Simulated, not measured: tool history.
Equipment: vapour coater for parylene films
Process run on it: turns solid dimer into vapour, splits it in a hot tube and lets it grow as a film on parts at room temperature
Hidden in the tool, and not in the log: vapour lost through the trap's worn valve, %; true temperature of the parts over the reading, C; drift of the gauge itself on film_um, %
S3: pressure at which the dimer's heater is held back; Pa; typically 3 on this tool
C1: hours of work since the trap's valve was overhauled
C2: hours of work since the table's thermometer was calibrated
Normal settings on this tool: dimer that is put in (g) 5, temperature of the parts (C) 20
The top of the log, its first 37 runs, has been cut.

{"run": 38, "hour": 2219.6, "dimer that is put in (g)": 5, "temperature of the parts (C)": 17, "S3": 5.75, "C1": 338, "C2": 1404, "thickness of the film (nm)": 1203}
{"run": 39, "hour": 2266.1, "dimer that is put in (g)": 5, "temperature of the parts (C)": 12, "S3": 11.56, "C1": 365, "C2": 1430, "thickness of the film (nm)": 1227}
{"run": 40, "hour": 2340.3, "dimer that is put in (g)": 5, "temperature of the parts (C)": 28, "S3": 11.56, "C1": 408, "C2": 1473, "thickness of the film (nm)": 932}
{"run": 41, "hour": 2378.1, "dimer that is put in (g)": 5, "temperature of the parts (C)": 28, "S3": 11.56, "C1": 429, "C2": 1495, "thickness of the film (nm)": 937}
{"hour": 2415.9, "done": "table's thermometer calibrated"}
{"run": 42, "hour": 2430.1, "dimer that is put in (g)": 3, "temperature of the parts (C)": 28, "S3": 11.56, "C1": 459, "C2": 8, "thickness of the film (nm)": 542}
{"run": 43, "hour": 2494.9, "dimer that is put in (g)": 6, "temperature of the parts (C)": 28, "S3": 3.95, "C1": 496, "C2": 46, "thickness of the film (nm)": 1191}
{"run": 44, "hour": 2543.7, "dimer that is put in (g)": 6, "temperature of the parts (C)": 28, "S3": 3.95, "C1": 525, "C2": 74, "thickness of the film (nm)": 1188}
{"run": 45, "hour": 2593.1, "dimer that is put in (g)": 3, "temperature of the parts (C)": 15, "S3": 4.02, "C1": 553, "C2": 103, "thickness of the film (nm)": 738}
{"hour": 2638.9, "done": "trap's valve overhauled"}
{"run": 46, "hour": 2648.7, "dimer that is put in (g)": 3, "temperature of the parts (C)": 16, "S3": 5.76, "C1": 6, "C2": 132, "thickness of the film (nm)": 748}
{"run": 47, "hour": 2727.4, "dimer that is put in (g)": 4, "temperature of the parts (C)": 16, "S3": 8.4, "C1": 51, "C2": 178, "thickness of the film (nm)": 953}

What if the next run were any one of these 4? Each begins from the tool's condition after run 47:
{"run": "A", "hour": 2790.8, "dimer that is put in (g)": 4, "temperature of the parts (C)": 25, "S3": 8.4, "C1": 88, "C2": 215, "thickness of the film (nm)": "?"}
{"run": "B", "hour": 2790.8, "dimer that is put in (g)": 4, "temperature of the parts (C)": 28, "S3": 5.57, "C1": 88, "C2": 215, "thickness of the film (nm)": "?"}
{"run": "C", "hour": 2790.8, "dimer that is put in (g)": 3, "temperature of the parts (C)": 17, "S3": 9.84, "C1": 88, "C2": 215, "thickness of the film (nm)": "?"}
{"run": "D", "hour": 2790.8, "dimer that is put in (g)": 5, "temperature of the parts (C)": 13, "S3": 8.4, "C1": 88, "C2": 215, "thickness of the film (nm)": "?"}

run=A thickness_of_the_film_(nm)=814
run=B thickness_of_the_film_(nm)=801
run=C thickness_of_the_film_(nm)=683
run=D thickness_of_the_film_(nm)=1250
The same runs, with their run-to-run variation unchanged, on a tool lacking any hidden condition would have given:
run=A thickness_of_the_film_(nm)=820
run=B thickness_of_the_film_(nm)=806
run=C thickness_of_the_film_(nm)=688
run=D thickness_of_the_film_(nm)=1259
